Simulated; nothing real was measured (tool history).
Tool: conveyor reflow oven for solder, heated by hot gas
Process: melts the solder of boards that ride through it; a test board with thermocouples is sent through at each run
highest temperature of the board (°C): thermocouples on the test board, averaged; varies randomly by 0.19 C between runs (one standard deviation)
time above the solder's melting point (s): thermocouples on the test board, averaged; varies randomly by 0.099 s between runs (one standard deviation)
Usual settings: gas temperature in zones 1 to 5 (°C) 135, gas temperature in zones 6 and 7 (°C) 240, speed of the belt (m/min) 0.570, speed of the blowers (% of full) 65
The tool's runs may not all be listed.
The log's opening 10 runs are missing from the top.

run	day	gas temperature in zones 1 to 5 (°C)	gas temperature in zones 6 and 7 (°C)	speed of the belt (m/min)	speed of the blowers (% of full)	highest temperature of the board (°C)	time above the solder's melting point (s)
11	3.038	135	240	0.633	65	221.9	44.35
12	3.408	135	240	0.633	65	221.8	44.33
13	3.683	135	240	0.570	72	227.0	52.50
14	4.054	135	240	0.570	65	225.8	51.68
15	4.250	135	240	0.570	65	225.3	51.64
16	4.608	135	239	0.536	55	223.4	53.99
17	4.796	135	238	0.570	65	223.7	50.54
18	5.071	130	252	0.507	51	235.3	61.96
19	5.408	130	252	0.507	51	235.4	61.76
20	5.604	130	252	0.507	51	235.3	61.85
21	5.950	124	230	0.507	66	218.5	51.43
22	6.254	124	230	0.507	66	218.3	51.66
23	6.562	124	239	0.507	55	223.6	54.21
24	6.908	124	239	0.507	55	223.4	54.15
25	7.146	135	234	0.570	65	219.8	48.75
26	7.350	135	234	0.570	65	219.8	48.71
27	7.733	135	247	0.570	81	235.6	55.99
28	8.121	135	247	0.570	81	235.4	56.10
29	8.371	135	233	0.570	59	217.4	46.84
30	8.533	123	240	0.570	87	229.2	50.97

What if the next run were any one of these 4? Each begins from the tool's condition after run 30:
A	8.842	123	240	0.623	74	?	?
B	8.842	138	251	0.554	87	?	?
C	8.842	123	240	0.570	70	?	?
D	8.842	127	240	0.570	65	?	?

run	highest temperature of the board (°C)	time above the solder's melting point (s)
A	223.1	43.40
B	241.8	60.60
C	225.3	48.52
D	224.0	49.02
Take away the tool's hidden state, keep each run's random variation, and the runs would have read:
run	highest temperature of the board (°C)	time above the solder's melting point (s)
A	223.2	43.44
B	241.9	60.61
C	225.4	48.56
D	224.0	49.05

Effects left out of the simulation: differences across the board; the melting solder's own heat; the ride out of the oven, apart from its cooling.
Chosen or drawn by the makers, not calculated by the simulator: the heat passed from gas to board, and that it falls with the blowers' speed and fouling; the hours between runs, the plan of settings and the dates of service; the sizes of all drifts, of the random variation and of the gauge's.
